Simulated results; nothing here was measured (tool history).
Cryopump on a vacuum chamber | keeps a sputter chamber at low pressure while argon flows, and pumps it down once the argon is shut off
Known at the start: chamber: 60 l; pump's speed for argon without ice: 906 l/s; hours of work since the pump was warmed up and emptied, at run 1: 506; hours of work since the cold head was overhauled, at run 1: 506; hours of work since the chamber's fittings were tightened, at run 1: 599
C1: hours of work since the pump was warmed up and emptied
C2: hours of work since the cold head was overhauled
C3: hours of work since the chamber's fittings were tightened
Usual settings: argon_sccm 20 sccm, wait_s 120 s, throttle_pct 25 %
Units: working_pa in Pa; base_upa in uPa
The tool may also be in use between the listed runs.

Run 1, day 0: usual settings; C1 506; C2 506; C3 599. Result: working_pa 0.1562 Pa, base_upa 1.95 uPa.
Run 2, day 2.2: usual settings but throttle_pct 51 %; C1 534; C2 534; C3 627. Result: working_pa 0.0812 Pa, base_upa 2.04 uPa.
Run 3, day 4.242: usual settings; C1 560; C2 560; C3 653. Result: working_pa 0.1582 Pa, base_upa 2.07 uPa.
Run 4, day 5.808: usual settings; C1 580; C2 580; C3 673. Result: working_pa 0.159 Pa, base_upa 2 uPa.
Run 5, day 8.358: usual settings but wait_s 25 s; C1 613; C2 613; C3 706. Result: working_pa 0.1601 Pa, base_upa 5.93 uPa.
Run 6, day 9.475: usual settings but wait_s 25 s; C1 627; C2 627; C3 720. Result: working_pa 0.159 Pa, base_upa 5.8 uPa.
At day 10.271: pump warmed up, emptied and cooled again.
Run 7, day 12.025: usual settings but throttle_pct 41 %; C1 23; C2 657; C3 750. Result: working_pa 0.0912 Pa, base_upa 1.92 uPa.
Run 8, day 14.675: usual settings but throttle_pct 41 %; C1 57; C2 691; C3 784. Result: working_pa 0.0925 Pa, base_upa 1.97 uPa.
Run 9, day 15.829: usual settings but throttle_pct 41 %; C1 71; C2 706; C3 799. Result: working_pa 0.0927 Pa, base_upa 2.04 uPa.
Run 10, day 17.271: usual settings but throttle_pct 41 %; C1 90; C2 725; C3 818. Result: working_pa 0.092 Pa, base_upa 2.01 uPa.
Run 11, day 19.35: usual settings but throttle_pct 41 %; C1 117; C2 751; C3 844. Result: working_pa 0.0937 Pa, base_upa 2.07 uPa.
Run 12, day 21.783: usual settings but wait_s 113 s, throttle_pct 41 %; C1 148; C2 783; C3 876. Result: working_pa 0.0935 Pa, base_upa 2.11 uPa.
Run 13, day 23.583: usual settings; C1 171; C2 806; C3 899. Result: working_pa 0.1518 Pa, base_upa 2.12 uPa.
Run 14, day 25.196: usual settings but wait_s 147 s; C1 192; C2 826; C3 919. Result: working_pa 0.1537 Pa, base_upa 2.01 uPa.
Run 15, day 26.812: usual settings; C1 212; C2 847; C3 940. Result: working_pa 0.153 Pa, base_upa 2.21 uPa.
Run 16, day 28.025: usual settings but throttle_pct 47 %; C1 228; C2 863; C3 956. Result: working_pa 0.0821 Pa, base_upa 2.24 uPa.
Run 17, day 30.379: usual settings but argon_sccm 39 sccm; C1 258; C2 893; C3 986. Result: working_pa 0.2994 Pa, base_upa 2.26 uPa.
Run 18, day 32.354: usual settings but argon_sccm 39 sccm; C1 284; C2 918; C3 1011. Result: working_pa 0.3004 Pa, base_upa 2.28 uPa.
Run 19, day 34.754: usual settings but argon_sccm 19 sccm, wait_s 91 s, throttle_pct 17 %; C1 314; C2 949; C3 1042. Result: working_pa 0.2143 Pa, base_upa 2.69 uPa.
Run 20, day 36.583: usual settings but argon_sccm 12 sccm, wait_s 33 s, throttle_pct 45 %; C1 338; C2 973; C3 1065. Result: working_pa 0.0535 Pa, base_upa 5.02 uPa.
Run 21, day 39.05: usual settings but argon_sccm 26 sccm, wait_s 55 s, throttle_pct 26 %; C1 369; C2 1004; C3 1097. Result: working_pa 0.196 Pa, base_upa 3.54 uPa.
Run 22, day 40.992: usual settings but argon_sccm 38 sccm, wait_s 132 s, throttle_pct 16 %; C1 394; C2 1029; C3 1122. Result: working_pa 0.4555 Pa, base_upa 2.33 uPa.
Run 23, day 42.846: usual settings but argon_sccm 38 sccm, wait_s 132 s, throttle_pct 16 %; C1 418; C2 1053; C3 1146. Result: working_pa 0.4568 Pa, base_upa 2.46 uPa.
Run 24, day 44.958: usual settings but argon_sccm 38 sccm, wait_s 132 s, throttle_pct 16 %; C1 445; C2 1080; C3 1173. Result: working_pa 0.4567 Pa, base_upa 2.47 uPa.
Run 25, day 46.196: usual settings but argon_sccm 24 sccm, wait_s 31 s, throttle_pct 31 %; C1 461; C2 1096; C3 1189. Result: working_pa 0.1534 Pa, base_upa 5.34 uPa.
Run 26, day 47.571: usual settings but argon_sccm 24 sccm, wait_s 49 s, throttle_pct 55 %; C1 479; C2 1114; C3 1207. Result: working_pa 0.0919 Pa, base_upa 4.03 uPa.
Run 27, day 49.588: usual settings but argon_sccm 28 sccm, wait_s 92 s, throttle_pct 55 %; C1 505; C2 1140; C3 1232. Result: working_pa 0.1071 Pa, base_upa 2.96 uPa.
Run 28, day 50.938: usual settings but argon_sccm 13 sccm, wait_s 202 s; C1 522; C2 1157; C3 1250. Result: working_pa 0.1029 Pa, base_upa 2.21 uPa.
Run 29, day 52.454: usual settings but argon_sccm 13 sccm, wait_s 202 s; C1 542; C2 1176; C3 1269. Result: working_pa 0.103 Pa, base_upa 2.25 uPa.
Run 30, day 54.729: usual settings but argon_sccm 38 sccm, wait_s 190 s, throttle_pct 19 %; C1 571; C2 1206; C3 1298. Result: working_pa 0.3909 Pa, base_upa 2.43 uPa.
Run 31, day 56.508: usual settings but argon_sccm 22 sccm, wait_s 74 s, throttle_pct 18 %; C1 594; C2 1228; C3 1321. Result: working_pa 0.2404 Pa, base_upa 3.47 uPa.
Run 32, day 57.921: usual settings but throttle_pct 20 %; C1 612; C2 1247; C3 1339. Result: working_pa 0.1962 Pa, base_upa 2.85 uPa.
At day 59.833: pump warmed up, emptied and cooled again.
Run 33, day 59.833: usual settings but argon_sccm 8 sccm, wait_s 276 s, throttle_pct 16 %; C1 0; C2 1268; C3 1361. Result: working_pa 0.094 Pa, base_upa 1.89 uPa.

Hidden state at the last listed run before each entry between runs and at the first one after, where it differs:
Between runs 6 and 7: pump warmed up, emptied and cooled again (day 10.271)
  pump's speed, % of a pump's without ice: 79.7 -> 99.1; cold plate's temperature, K: 12.47 -> 12.48; leak into the chamber, uPa l/s: 830 -> 852
  measured less the result without the state, working_pa: +0.0099 -> +0.0007 Pa; base_upa: +0.81 -> +0.62 uPa
Between runs 32 and 33: pump warmed up, emptied and cooled again (day 59.833)
  pump's speed, % of a pump's without ice: 78.2 -> 99.9; leak into the chamber, uPa l/s: 1271 -> 1286
  measured less the result without the state, working_pa: +0.0111 -> +0.0003 Pa; base_upa: +1.49 -> +1.13 uPa

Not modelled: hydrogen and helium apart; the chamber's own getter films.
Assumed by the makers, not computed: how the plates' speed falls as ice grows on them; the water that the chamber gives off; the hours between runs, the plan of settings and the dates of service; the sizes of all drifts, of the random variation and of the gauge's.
